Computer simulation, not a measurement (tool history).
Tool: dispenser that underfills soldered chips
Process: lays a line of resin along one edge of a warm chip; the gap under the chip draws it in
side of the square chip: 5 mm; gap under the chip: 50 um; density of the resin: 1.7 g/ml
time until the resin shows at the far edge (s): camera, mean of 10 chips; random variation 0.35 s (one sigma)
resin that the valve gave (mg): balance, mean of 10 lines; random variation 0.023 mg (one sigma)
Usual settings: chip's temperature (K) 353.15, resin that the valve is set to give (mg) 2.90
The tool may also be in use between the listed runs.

run	hour	chip's temperature (K)	resin that the valve is set to give (mg)	time until the resin shows at the far edge (s)	resin that the valve gave (mg)
1	0.0	353.15	2.90	19.5	2.84
2	5.7	353.15	2.90	27.7	2.80
# hour 8.9: new syringe of resin
3	11.4	353.15	2.90	22.3	2.82
4	18.0	353.15	2.90	32.1	2.76
# hour 18.6: new syringe of resin
5	22.9	353.15	2.90	24.6	2.79
# hour 28.3: new syringe of resin
6	28.3	353.15	2.90	18.6	2.76
7	32.5	349.15	2.90	29.4	2.76
# hour 38.2: new syringe of resin
8	39.1	355.15	2.90	18.5	2.74
# hour 43.8: dispensing valve cleaned and set on the balance
9	46.2	355.15	2.90	26.0	2.91
# hour 48.6: new syringe of resin
10	52.4	355.15	2.90	21.7	2.90
11	55.8	353.15	2.90	29.5	2.84
# hour 58.2: new syringe of resin
12	62.9	353.15	2.90	25.2	2.88
13	67.1	353.15	2.90	32.1	2.85
# hour 67.8: new syringe of resin
14	72.2	353.15	3.06	24.9	3.03
# hour 77.4: new syringe of resin
15	79.2	353.15	3.33	21.3	3.25
16	82.4	353.15	3.33	25.5	3.23
# hour 87.1: new syringe of resin
17	89.1	353.15	2.83	21.7	2.75
18	92.6	367.15	3.13	15.3	3.06
# hour 97.0: new syringe of resin
19	98.3	353.15	2.58	21.5	2.49
20	102.0	351.15	3.48	27.2	3.32
# hour 106.6: new syringe of resin
21	106.6	346.15	2.90	26.3	2.83
22	113.1	342.15	2.61	47.8	2.47
# hour 116.3: new syringe of resin
23	119.5	364.15	3.76	14.9	3.60
24	123.5	345.15	3.76	41.4	3.60
# hour 126.0: new syringe of resin
25	130.8	345.15	3.76	34.5	3.57
# hour 135.5: new syringe of resin
26	137.5	367.15	3.10	12.7	2.93
27	141.6	362.15	3.41	18.6	3.19
# hour 145.3: dispensing valve cleaned and set on the balance
# hour 146.1: new syringe of resin
28	147.4	347.15	3.60	25.8	3.61
29	151.8	357.15	3.65	22.1	3.59
# hour 156.0: new syringe of resin
30	156.3	356.15	3.56	16.8	3.58
31	162.0	356.15	3.56	24.1	3.50
# hour 165.8: new syringe of resin
32	168.5	344.15	3.56	33.4	3.49

Forecast each of these 5 alternatives for the next run:
A	173.9	345.15	2.90	?	?
B	173.9	360.15	3.46	?	?
C	173.9	351.15	2.90	?	?
D	173.9	350.15	2.72	?	?
E	173.9	359.15	3.48	?	?

run	time until the resin shows at the far edge (s)	resin that the valve gave (mg)
A	45.2	2.88
B	22.7	3.39
C	34.3	2.86
D	37.1	2.67
E	24.2	3.45
Without the tool's hidden state the same runs would have given:
run	time until the resin shows at the far edge (s)	resin that the valve gave (mg)
A	25.7	2.93
B	13.1	3.45
C	19.6	2.91
D	21.1	2.71
E	14.0	3.51

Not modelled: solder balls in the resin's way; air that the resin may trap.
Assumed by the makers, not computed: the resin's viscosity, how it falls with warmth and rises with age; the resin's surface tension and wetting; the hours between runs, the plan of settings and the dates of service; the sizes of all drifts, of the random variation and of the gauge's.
